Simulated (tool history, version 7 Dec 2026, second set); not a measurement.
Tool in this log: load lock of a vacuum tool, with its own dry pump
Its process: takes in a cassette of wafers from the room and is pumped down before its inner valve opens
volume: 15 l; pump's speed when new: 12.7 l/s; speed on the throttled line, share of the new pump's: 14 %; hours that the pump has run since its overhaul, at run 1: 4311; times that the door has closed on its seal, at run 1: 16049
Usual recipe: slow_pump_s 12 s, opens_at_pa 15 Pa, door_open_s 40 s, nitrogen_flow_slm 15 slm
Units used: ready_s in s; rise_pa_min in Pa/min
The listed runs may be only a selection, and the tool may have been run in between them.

run    hour  slow_pump_s  opens_at_pa  door_open_s  nitrogen_flow_slm  hours that the pump has run since its overhaul  times that the door has closed on its seal  incoming humidity of the room's air, %  ready_s  rise_pa_min
  1     0.0           12           15           40                 15                                            4311                                       16049                                    41.3     20.8        0.081
  2   212.2           12           15           77                 15                                            4523                                       16460                                    45.0     21.0        0.091
  3   421.1           12           18           40                 15                                            4732                                       16865                                    45.1     20.9        0.089
  4   532.2           12           18           40                 15                                            4843                                       17081                                    43.7     20.9        0.091
  5   622.9           12           18           40                 15                                            4934                                       17256                                    49.2     20.5        0.092
  6   775.5           12           15           40                 15                                            5087                                       17552                                    45.0     20.8        0.089
  7   886.4           12           15           40                 15                                            5198                                       17767                                    45.1     21.0        0.093
  8  1105.2           12           15           40                 15                                            5416                                       18191                                    47.1     20.8        0.094
  9  1294.5           12           15          141                 15                                            5606                                       18558                                    46.8     21.2        0.104
 10  1435.6           12           15           40                 15                                            5747                                       18832                                    47.2     21.0        0.097
 11  1537.9           12           15           40                 15                                            5849                                       19030                                    41.9     21.0        0.094
 12  1694.4           12           15           40                 15                                            6006                                       19333                                    44.2     21.3        0.093
 13  1910.0           12           15           40                 15                                            6221                                       19751                                    43.7     21.2        0.097
 14  2035.6           12           19           40                 15                                            6347                                       19995                                    43.1     20.4        0.093
 15  2137.0            7           26          169                 32                                            6448                                       20191                                    46.6     16.4        0.109
 16  2318.2            7           26          169                 32                                            6629                                       20543                                    45.4     16.4        0.111
 17  2433.9           12           15          132                 15                                            6745                                       20767                                    44.3     21.0        0.118
 18  2648.9            7           19          105                 30                                            6960                                       21184                                    46.1     16.4        0.110
 19  2832.3            7           25           46                 30                                            7143                                       21539                                    44.5     16.5        0.102
 20  3013.4           14           11          102                  5                                            7325                                       21890                                    41.9     23.7        0.126
 21  3224.7           21           15           27                  9                                            7536                                       22300                                    43.3     28.6        0.112
 22  3382.6           21           15           27                  9                                            7694                                       22606                                    45.1     28.7        0.116
 23  3537.0           21           15           40                  9                                            7848                                       22905                                    47.2     28.7        0.115
 24  3659.2           12           15           42                 15                                            7970                                       23142                                    44.8     21.5        0.115
 25  3779.7           12           15           40                 41                                            8091                                       23376                                    43.5     21.3        0.111
 26  3966.4           12           15           40                 41                                            8278                                       23738                                    46.5     21.4        0.111

Below are 3 alternative next runs, each starting from the tool's condition after run 26. Predict each:
  A  4147.9           17           15          183                 31                                            8459                                       24089                                    44.8        ?            ?
  B  4147.9           14           15           40                 11                                            8459                                       24089                                    45.0        ?            ?
  C  4147.9           12           18          181                  5                                            8459                                       24089                                    42.7        ?            ?

run  ready_s  rise_pa_min
  A     25.8        0.127
  B     23.0        0.123
  C     20.6        0.145
With the hidden condition removed and each run's random variation left untouched, the same runs would have given:
run  ready_s  rise_pa_min
  A     25.2        0.040
  B     22.4        0.038
  C     20.0        0.058

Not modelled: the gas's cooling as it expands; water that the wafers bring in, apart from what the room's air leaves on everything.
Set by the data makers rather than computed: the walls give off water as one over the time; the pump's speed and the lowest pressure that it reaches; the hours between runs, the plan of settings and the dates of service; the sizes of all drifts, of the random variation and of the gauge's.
